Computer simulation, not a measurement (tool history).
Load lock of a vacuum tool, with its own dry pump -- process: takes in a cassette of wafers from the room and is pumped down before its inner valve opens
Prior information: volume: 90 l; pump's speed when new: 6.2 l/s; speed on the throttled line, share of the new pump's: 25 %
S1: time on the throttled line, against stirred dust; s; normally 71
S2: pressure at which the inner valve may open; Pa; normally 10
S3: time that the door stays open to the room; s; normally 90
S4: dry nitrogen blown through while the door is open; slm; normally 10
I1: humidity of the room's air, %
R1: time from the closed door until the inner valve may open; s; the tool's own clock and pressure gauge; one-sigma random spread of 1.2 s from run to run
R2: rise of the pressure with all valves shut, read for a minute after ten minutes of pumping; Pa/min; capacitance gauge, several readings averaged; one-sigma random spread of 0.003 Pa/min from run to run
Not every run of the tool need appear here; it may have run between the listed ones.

{"run": 1, "hour": 0.0, "S1": 71, "S2": 10, "S3": 90, "S4": 10, "I1": 42.4, "R1": 199.7, "R2": 0.079}
{"run": 2, "hour": 154.0, "S1": 71, "S2": 10, "S3": 110, "S4": 10, "I1": 48.4, "R1": 200.0, "R2": 0.089}
{"run": 3, "hour": 354.1, "S1": 71, "S2": 10, "S3": 110, "S4": 10, "I1": 44.1, "R1": 199.3, "R2": 0.086}
{"run": 4, "hour": 514.0, "S1": 71, "S2": 10, "S3": 110, "S4": 10, "I1": 44.6, "R1": 202.1, "R2": 0.087}
{"run": 5, "hour": 629.3, "S1": 71, "S2": 10, "S3": 90, "S4": 10, "I1": 50.2, "R1": 201.5, "R2": 0.091}
{"run": 6, "hour": 763.9, "S1": 71, "S2": 10, "S3": 90, "S4": 10, "I1": 44.6, "R1": 202.0, "R2": 0.089}
{"run": 7, "hour": 917.0, "S1": 71, "S2": 10, "S3": 90, "S4": 10, "I1": 45.0, "R1": 200.5, "R2": 0.088}
{"run": 8, "hour": 1063.0, "S1": 71, "S2": 10, "S3": 90, "S4": 10, "I1": 45.8, "R1": 201.1, "R2": 0.088}
{"run": 9, "hour": 1246.2, "S1": 71, "S2": 10, "S3": 90, "S4": 10, "I1": 44.8, "R1": 201.8, "R2": 0.091}
{"run": 10, "hour": 1378.3, "S1": 71, "S2": 10, "S3": 90, "S4": 10, "I1": 48.9, "R1": 199.3, "R2": 0.095}
{"run": 11, "hour": 1552.5, "S1": 71, "S2": 10, "S3": 90, "S4": 10, "I1": 44.8, "R1": 203.6, "R2": 0.103}
{"run": 12, "hour": 1697.4, "S1": 71, "S2": 10, "S3": 90, "S4": 10, "I1": 43.5, "R1": 201.1, "R2": 0.096}
{"run": 13, "hour": 1804.4, "S1": 71, "S2": 10, "S3": 90, "S4": 10, "I1": 46.3, "R1": 201.8, "R2": 0.099}
{"run": 14, "hour": 1987.1, "S1": 71, "S2": 10, "S3": 90, "S4": 10, "I1": 44.5, "R1": 201.8, "R2": 0.106}
{"run": 15, "hour": 2147.9, "S1": 71, "S2": 10, "S3": 90, "S4": 10, "I1": 48.8, "R1": 203.6, "R2": 0.104}
{"run": 16, "hour": 2244.4, "S1": 71, "S2": 10, "S3": 90, "S4": 10, "I1": 43.0, "R1": 203.4, "R2": 0.111}
{"run": 17, "hour": 2415.1, "S1": 71, "S2": 10, "S3": 90, "S4": 10, "I1": 46.1, "R1": 202.7, "R2": 0.104}
{"run": 18, "hour": 2527.2, "S1": 71, "S2": 10, "S3": 90, "S4": 10, "I1": 45.1, "R1": 201.3, "R2": 0.113}
{"run": 19, "hour": 2616.2, "S1": 71, "S2": 10, "S3": 90, "S4": 10, "I1": 44.6, "R1": 204.3, "R2": 0.103}
{"run": 20, "hour": 2817.1, "S1": 71, "S2": 10, "S3": 90, "S4": 16, "I1": 48.7, "R1": 206.8, "R2": 0.105}
{"run": 21, "hour": 2988.9, "S1": 130, "S2": 9, "S3": 87, "S4": 21, "I1": 45.0, "R1": 247.0, "R2": 0.106}
{"run": 22, "hour": 3182.6, "S1": 118, "S2": 12, "S3": 87, "S4": 21, "I1": 43.9, "R1": 235.1, "R2": 0.104}
{"run": 23, "hour": 3353.8, "S1": 71, "S2": 7, "S3": 132, "S4": 6, "I1": 41.6, "R1": 210.9, "R2": 0.118}
{"run": 24, "hour": 3461.2, "S1": 71, "S2": 7, "S3": 132, "S4": 6, "I1": 45.4, "R1": 211.5, "R2": 0.13}
{"run": 25, "hour": 3578.4, "S1": 40, "S2": 7, "S3": 132, "S4": 7, "I1": 44.1, "R1": 190.0, "R2": 0.127}
{"run": 26, "hour": 3761.7, "S1": 126, "S2": 7, "S3": 68, "S4": 7, "I1": 45.9, "R1": 252.6, "R2": 0.132}
{"run": 27, "hour": 3871.5, "S1": 71, "S2": 10, "S3": 167, "S4": 18, "I1": 45.0, "R1": 206.1, "R2": 0.121}

The next listed run, before its measurement:
{"run": 28, "hour": 4035.5, "S1": 71, "S2": 8, "S3": 167, "S4": 18, "I1": 46.0, "R1": "?", "R2": "?"}

R1: 208.0 s
R2: 0.126 Pa/min
On a tool with no hidden condition, and with the same random variation, this run would have come out at R1 190.3 s, R2 0.023 Pa/min.
